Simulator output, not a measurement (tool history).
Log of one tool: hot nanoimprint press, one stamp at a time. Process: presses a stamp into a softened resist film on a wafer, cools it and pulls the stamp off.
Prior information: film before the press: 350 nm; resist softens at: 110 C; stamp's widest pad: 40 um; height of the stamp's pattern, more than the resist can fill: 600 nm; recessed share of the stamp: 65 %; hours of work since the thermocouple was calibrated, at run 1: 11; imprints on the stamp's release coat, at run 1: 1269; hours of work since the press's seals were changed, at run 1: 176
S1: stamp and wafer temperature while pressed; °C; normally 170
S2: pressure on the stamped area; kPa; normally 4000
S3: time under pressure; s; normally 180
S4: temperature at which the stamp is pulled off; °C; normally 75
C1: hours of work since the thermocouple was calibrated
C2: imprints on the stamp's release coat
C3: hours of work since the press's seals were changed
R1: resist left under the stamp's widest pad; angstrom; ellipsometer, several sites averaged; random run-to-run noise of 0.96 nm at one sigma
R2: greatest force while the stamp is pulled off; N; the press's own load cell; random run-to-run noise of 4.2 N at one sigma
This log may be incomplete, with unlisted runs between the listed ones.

run 1 hour=0.0 | S1=170 S2=4000 S3=180 S4=75 | C1=11 C2=1269 C3=176 | R1=1385 R2=244
run 2 hour=12.1 | S1=170 S2=4000 S3=180 S4=75 | C1=20 C2=1302 C3=186 | R1=1402 R2=243
run 3 hour=18.6 | S1=170 S2=4000 S3=180 S4=75 | C1=26 C2=1320 C3=191 | R1=1383 R2=242
run 4 hour=30.4 | S1=170 S2=4000 S3=180 S4=75 | C1=35 C2=1353 C3=200 | R1=1379 R2=245
run 5 hour=43.6 | S1=170 S2=4000 S3=180 S4=75 | C1=45 C2=1389 C3=211 | R1=1384 R2=240
run 6 hour=56.6 | S1=170 S2=4000 S3=180 S4=75 | C1=56 C2=1425 C3=221 | R1=1370 R2=241
run 7 hour=67.4 | S1=170 S2=4000 S3=180 S4=75 | C1=64 C2=1455 C3=230 | R1=1375 R2=253
run 8 hour=77.4 | S1=170 S2=4000 S3=180 S4=75 | C1=72 C2=1482 C3=238 | R1=1372 R2=238
run 9 hour=88.8 | S1=170 S2=4000 S3=180 S4=75 | C1=81 C2=1514 C3=247 | R1=1359 R2=246
-- hour=97.7 stamp cleaned and given a new release coat
run 10 hour=106.4 | S1=170 S2=4000 S3=180 S4=75 | C1=90 C2=24 C3=256 | R1=1375 R2=203
run 11 hour=117.4 | S1=170 S2=4000 S3=180 S4=75 | C1=99 C2=54 C3=264 | R1=1365 R2=201
run 12 hour=125.0 | S1=170 S2=4000 S3=109 S4=75 | C1=105 C2=75 C3=270 | R1=1638 R2=203
run 13 hour=131.9 | S1=170 S2=4000 S3=109 S4=75 | C1=111 C2=94 C3=276 | R1=1631 R2=204
run 14 hour=138.7 | S1=170 S2=4000 S3=180 S4=75 | C1=116 C2=113 C3=281 | R1=1363 R2=206
run 15 hour=151.3 | S1=170 S2=4000 S3=180 S4=75 | C1=126 C2=147 C3=291 | R1=1340 R2=202
run 16 hour=161.0 | S1=170 S2=4000 S3=349 S4=61 | C1=134 C2=174 C3=299 | R1=1038 R2=277
run 17 hour=172.7 | S1=170 S2=4000 S3=349 S4=61 | C1=143 C2=206 C3=308 | R1=1008 R2=277
run 18 hour=182.9 | S1=167 S2=4000 S3=180 S4=75 | C1=151 C2=234 C3=316 | R1=1633 R2=206
run 19 hour=190.3 | S1=170 S2=3490 S3=191 S4=67 | C1=157 C2=255 C3=322 | R1=1402 R2=249
run 20 hour=199.3 | S1=170 S2=4000 S3=180 S4=73 | C1=164 C2=280 C3=329 | R1=1325 R2=220
run 21 hour=211.0 | S1=170 S2=4000 S3=263 S4=61 | C1=173 C2=312 C3=338 | R1=1136 R2=279
run 22 hour=217.4 | S1=170 S2=2520 S3=180 S4=60 | C1=178 C2=329 C3=344 | R1=1651 R2=280
run 23 hour=230.4 | S1=164 S2=4690 S3=180 S4=75 | C1=188 C2=365 C3=354 | R1=1794 R2=212
run 24 hour=238.6 | S1=171 S2=6180 S3=175 S4=78 | C1=195 C2=388 C3=360 | R1=1004 R2=193
run 25 hour=250.0 | S1=171 S2=6180 S3=175 S4=78 | C1=204 C2=419 C3=369 | R1=1015 R2=197
run 26 hour=258.3 | S1=170 S2=4000 S3=206 S4=79 | C1=211 C2=442 C3=376 | R1=1268 R2=186
run 27 hour=266.2 | S1=170 S2=4000 S3=206 S4=79 | C1=217 C2=464 C3=382 | R1=1247 R2=193
run 28 hour=279.4 | S1=179 S2=4600 S3=232 S4=76 | C1=227 C2=500 C3=393 | R1=610 R2=207
run 29 hour=288.1 | S1=170 S2=4770 S3=185 S4=82 | C1=234 C2=524 C3=399 | R1=1173 R2=174
run 30 hour=298.7 | S1=181 S2=4770 S3=185 S4=82 | C1=242 C2=554 C3=408 | R1=584 R2=175

Describe how what the log doesn't record of the tool's condition differs between the last listed run preceding each entry between runs and the first listed run following it.
In the gap between runs 9 and 10: stamp cleaned and given a new release coat (hour 97.7)
  true temperature over the reading, C: 0.16 -> 0.2; pressure that arrives at the usual setting, %: 97.82 -> 97.75; grip of the stamp's worn release coat, % over a new coat's: 22.2 -> 0.3
  the result without the hidden state subtracted from the measured one, R1: +1 -> -3 angstrom; R2: +44 -> -1 N
